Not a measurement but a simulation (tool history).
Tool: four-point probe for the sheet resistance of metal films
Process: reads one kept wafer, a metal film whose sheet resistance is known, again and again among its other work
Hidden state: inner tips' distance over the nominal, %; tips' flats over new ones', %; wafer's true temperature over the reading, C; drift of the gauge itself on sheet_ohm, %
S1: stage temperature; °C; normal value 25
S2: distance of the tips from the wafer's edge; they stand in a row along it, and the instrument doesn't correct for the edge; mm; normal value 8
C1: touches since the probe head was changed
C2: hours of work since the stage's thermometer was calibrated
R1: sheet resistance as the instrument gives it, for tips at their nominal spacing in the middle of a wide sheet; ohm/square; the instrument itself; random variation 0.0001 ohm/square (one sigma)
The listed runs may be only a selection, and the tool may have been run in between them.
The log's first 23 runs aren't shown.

Run 24, hour 1551.4: usual settings but S1 20 °C, S2 3 mm; C1 124506; C2 420. Result: R1 0.515264 ohm/square.
Run 25, hour 1617.6: usual settings but S1 20 °C, S2 3 mm; C1 128197; C2 465. Result: R1 0.5154 ohm/square.
Run 26, hour 1699.7: usual settings but S1 20 °C, S2 3 mm; C1 132768; C2 520. Result: R1 0.515333 ohm/square.
At hour 1769.7: new probe head fitted.
Run 27, hour 1792.5: usual settings but S1 24 °C, S2 43 mm; C1 1267; C2 582. Result: R1 0.506551 ohm/square.
Run 28, hour 1843.2: usual settings but S1 24 °C, S2 43 mm; C1 4093; C2 616. Result: R1 0.506427 ohm/square.
Run 29, hour 1919.4: usual settings but S1 27 °C, S2 66 mm; C1 8340; C2 668. Result: R1 0.507747 ohm/square.
Run 30, hour 1978.7: usual settings but S1 27 °C, S2 66 mm; C1 11640; C2 708. Result: R1 0.507968 ohm/square.
Run 31, hour 2035.5: usual settings but S1 19 °C, S2 40 mm; C1 14808; C2 746. Result: R1 0.504773 ohm/square.
Run 32, hour 2121.7: usual settings but S1 21 °C, S2 3 mm; C1 19610; C2 805. Result: R1 0.513118 ohm/square.
Run 33, hour 2163.4: usual settings but S2 23 mm; C1 21931; C2 833. Result: R1 0.507356 ohm/square.
Run 34, hour 2222: usual settings but S1 27 °C, S2 7 mm; C1 25199; C2 872. Result: R1 0.509438 ohm/square.
Run 35, hour 2317.9: usual settings but S1 20 °C, S2 38 mm; C1 30541; C2 937. Result: R1 0.505642 ohm/square.
Run 36, hour 2379.6: usual settings but S1 20 °C, S2 24 mm; C1 33975; C2 979. Result: R1 0.505793 ohm/square.
Run 37, hour 2474.2: usual settings but S1 20 °C, S2 10 mm; C1 39247; C2 1043. Result: R1 0.506529 ohm/square.
Run 38, hour 2556.1: usual settings but S1 20 °C, S2 43 mm; C1 43811; C2 1098. Result: R1 0.505862 ohm/square.
Run 39, hour 2636.8: usual settings but S1 19 °C, S2 10 mm; C1 48304; C2 1152. Result: R1 0.506444 ohm/square.
Run 40, hour 2726.2: usual settings but S1 23 °C; C1 53288; C2 1213. Result: R1 0.508386 ohm/square.

5 ways to go on from here, each from the tool as it stands after run 40. What would each give?
Run A, hour 2791: usual settings but S1 30 °C, S2 7 mm; C1 56900; C2 1257. Result: R1 ?.
Run B, hour 2791: usual settings but S1 22 °C, S2 7 mm; C1 56900; C2 1257. Result: R1 ?.
Run C, hour 2791: usual settings but S1 22 °C; C1 56900; C2 1257. Result: R1 ?.
Run D, hour 2791: usual settings but S1 28 °C, S2 11 mm; C1 56900; C2 1257. Result: R1 ?.
Run E, hour 2791: usual settings but S1 19 °C, S2 11 mm; C1 56900; C2 1257. Result: R1 ?.

run        R1
  A  0.511474
  B  0.508405
  C  0.507989
  D  0.509919
  E  0.506398
With the hidden condition removed and each run's random variation left untouched, the same runs would have given:
run        R1
  A   0.50877
  B  0.505737
  C  0.505324
  D  0.507227
  E  0.503748

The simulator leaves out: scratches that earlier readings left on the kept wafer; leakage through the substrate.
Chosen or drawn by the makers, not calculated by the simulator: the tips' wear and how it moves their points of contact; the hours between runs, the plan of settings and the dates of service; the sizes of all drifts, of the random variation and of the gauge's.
